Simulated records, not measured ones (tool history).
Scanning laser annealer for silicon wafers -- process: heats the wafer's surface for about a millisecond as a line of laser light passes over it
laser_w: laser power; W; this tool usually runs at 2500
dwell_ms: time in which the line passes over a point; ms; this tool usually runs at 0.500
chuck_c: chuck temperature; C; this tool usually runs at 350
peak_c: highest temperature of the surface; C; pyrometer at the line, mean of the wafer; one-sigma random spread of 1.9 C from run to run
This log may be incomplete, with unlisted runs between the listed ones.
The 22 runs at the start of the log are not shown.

run	hour	laser_w	dwell_ms	chuck_c	hours of work since the window was cleaned	hours of work since the power meter was calibrated	hours of work since the optics were aligned	peak_c
23	229.6	2675	0.383	343	277	173	27	1008
24	240.0	2598	0.531	310	282	178	32	1065
25	248.5	2726	0.373	352	287	182	36	1018
26	254.4	2726	0.373	352	289	184	39	1019
27	266.5	2500	0.500	311	295	190	44	1015
28	276.6	2602	0.547	331	300	195	49	1102
29	282.5	2602	0.547	331	303	198	52	1099
30	293.1	2277	0.547	369	308	203	57	1030
31	301.0	2509	0.576	369	312	207	61	1124
32	308.4	2481	0.487	314	315	210	65	1000
33	320.5	2481	0.487	314	321	216	70	996
34	326.9	2475	0.500	350	324	219	73	1043
35	335.0	2500	0.412	337	328	223	77	967
36	348.0	2718	0.500	312	334	229	84	1074

Branching from run 36: 3 alternative next runs. What would each branch give?
A	354.8	2154	0.402	344	338	233	87	?
B	354.8	2500	0.500	312	338	233	87	?
C	354.8	2718	0.362	367	338	233	87	?

run	peak_c
A	877
B	1009
C	1016
Had the tool no hidden state, the same runs would have come out as:
run	peak_c
A	908
B	1049
C	1053

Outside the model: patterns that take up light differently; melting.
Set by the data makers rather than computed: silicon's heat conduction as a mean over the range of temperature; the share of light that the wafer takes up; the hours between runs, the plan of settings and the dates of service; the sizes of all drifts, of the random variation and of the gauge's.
